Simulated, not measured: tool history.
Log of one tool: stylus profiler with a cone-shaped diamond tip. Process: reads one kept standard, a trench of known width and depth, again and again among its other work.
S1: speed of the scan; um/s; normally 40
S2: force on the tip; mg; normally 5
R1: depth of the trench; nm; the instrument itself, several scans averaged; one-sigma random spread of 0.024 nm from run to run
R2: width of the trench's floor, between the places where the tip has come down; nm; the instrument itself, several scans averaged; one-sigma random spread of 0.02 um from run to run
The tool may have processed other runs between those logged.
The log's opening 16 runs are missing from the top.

-- hour=332.6 height scale calibrated on a step standard
run 17 hour=343.2 | S1=74 S2=5 | R1=101.9 R2=18410
run 18 hour=366.3 | S1=38 S2=5 | R1=101.88 R2=18480
run 19 hour=386.4 | S1=38 S2=5 | R1=101.87 R2=18490
run 20 hour=416.8 | S1=40 S2=9.94 | R1=102.5 R2=18480
run 21 hour=434.7 | S1=40 S2=9.94 | R1=102.51 R2=18510
run 22 hour=456.2 | S1=60 S2=9.94 | R1=102.47 R2=18440
run 23 hour=473.4 | S1=60 S2=9.94 | R1=102.52 R2=18470
-- hour=506.1 height scale calibrated on a step standard, once more
run 24 hour=506.8 | S1=71 S2=3.61 | R1=100.92 R2=18410
run 25 hour=528.6 | S1=40 S2=14.5 | R1=102.17 R2=18480
run 26 hour=561.6 | S1=40 S2=14.5 | R1=102.22 R2=18500
run 27 hour=581.3 | S1=40 S2=14.5 | R1=102.18 R2=18500
run 28 hour=604.3 | S1=13 S2=5 | R1=101.13 R2=18470
run 29 hour=626 | S1=47 S2=13.51 | R1=102.1 R2=18460
run 30 hour=645.3 | S1=13 S2=8.54 | R1=101.56 R2=18470
run 31 hour=673.5 | S1=13 S2=8.54 | R1=101.56 R2=18480
run 32 hour=700.5 | S1=10 S2=8.85 | R1=101.6 R2=18450
run 33 hour=725 | S1=10 S2=12 | R1=102.03 R2=18520
run 34 hour=742.7 | S1=47 S2=2.07 | R1=100.7 R2=18390
run 35 hour=775.6 | S1=40 S2=3.1 | R1=100.89 R2=18400
run 36 hour=804.3 | S1=25 S2=2.87 | R1=100.87 R2=18430
run 37 hour=823 | S1=31 S2=9.81 | R1=101.78 R2=18470

The next listed run, before its measurement:
run 38 hour=852 | S1=31 S2=9.81 | R1=? R2=?

R1: 101.86 nm
R2: 18480 nm
If the tool had no hidden condition, the same run with the same run-to-run variation would have returned R1 101.72 nm, R2 18750 nm.
